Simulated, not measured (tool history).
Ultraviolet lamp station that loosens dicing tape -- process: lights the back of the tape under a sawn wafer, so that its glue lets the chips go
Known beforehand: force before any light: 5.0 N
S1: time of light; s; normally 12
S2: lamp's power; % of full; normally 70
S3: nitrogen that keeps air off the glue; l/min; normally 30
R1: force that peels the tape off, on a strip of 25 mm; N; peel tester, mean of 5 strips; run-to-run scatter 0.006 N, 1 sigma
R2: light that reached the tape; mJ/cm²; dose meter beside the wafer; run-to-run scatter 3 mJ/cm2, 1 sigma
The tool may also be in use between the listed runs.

{"run": 1, "hour": 0.0, "S1": 12, "S2": 70, "S3": 30, "R1": 0.432, "R2": 295}
{"run": 2, "hour": 26.6, "S1": 12, "S2": 70, "S3": 30, "R1": 0.444, "R2": 287}
{"run": 3, "hour": 58.4, "S1": 12, "S2": 70, "S3": 30, "R1": 0.489, "R2": 283}
{"run": 4, "hour": 75.9, "S1": 12, "S2": 81, "S3": 30, "R1": 0.335, "R2": 323}
{"run": 5, "hour": 115.1, "S1": 12, "S2": 81, "S3": 30, "R1": 0.368, "R2": 317}
{"hour": 128.1, "done": "lamp changed"}
{"run": 6, "hour": 138.3, "S1": 12, "S2": 81, "S3": 30, "R1": 0.133, "R2": 457}
{"run": 7, "hour": 158.1, "S1": 12, "S2": 81, "S3": 30, "R1": 0.159, "R2": 454}
{"hour": 161.8, "done": "window cleaned of glue's vapour"}
{"run": 8, "hour": 175.6, "S1": 17, "S2": 81, "S3": 30, "R1": 0.08, "R2": 609}
{"run": 9, "hour": 198.8, "S1": 21, "S2": 70, "S3": 16, "R1": 0.131, "R2": 634}
{"run": 10, "hour": 228.8, "S1": 12, "S2": 71, "S3": 43, "R1": 0.173, "R2": 374}
{"run": 11, "hour": 262.5, "S1": 12, "S2": 71, "S3": 43, "R1": 0.192, "R2": 359}
{"run": 12, "hour": 301.9, "S1": 8, "S2": 76, "S3": 53, "R1": 0.38, "R2": 249}
{"run": 13, "hour": 338.4, "S1": 8, "S2": 76, "S3": 53, "R1": 0.413, "R2": 249}

Predict each of these 3 candidate next runs independently; none follows another, all start after run 13:
{"run": "A", "hour": 356.7, "S1": 12, "S2": 99, "S3": 21, "R1": "?", "R2": "?"}
{"run": "B", "hour": 356.7, "S1": 20, "S2": 70, "S3": 25, "R1": "?", "R2": "?"}
{"run": "C", "hour": 356.7, "S1": 8, "S2": 71, "S3": 12, "R1": "?", "R2": "?"}

run=A R1=0.196 R2=481
run=B R1=0.110 R2=564
run=C R1=1.373 R2=233
The same runs, with their run-to-run variation unchanged, on a tool lacking any hidden condition would have given:
run=A R1=0.105 R2=622
run=B R1=0.071 R2=730
run=C R1=0.945 R2=300

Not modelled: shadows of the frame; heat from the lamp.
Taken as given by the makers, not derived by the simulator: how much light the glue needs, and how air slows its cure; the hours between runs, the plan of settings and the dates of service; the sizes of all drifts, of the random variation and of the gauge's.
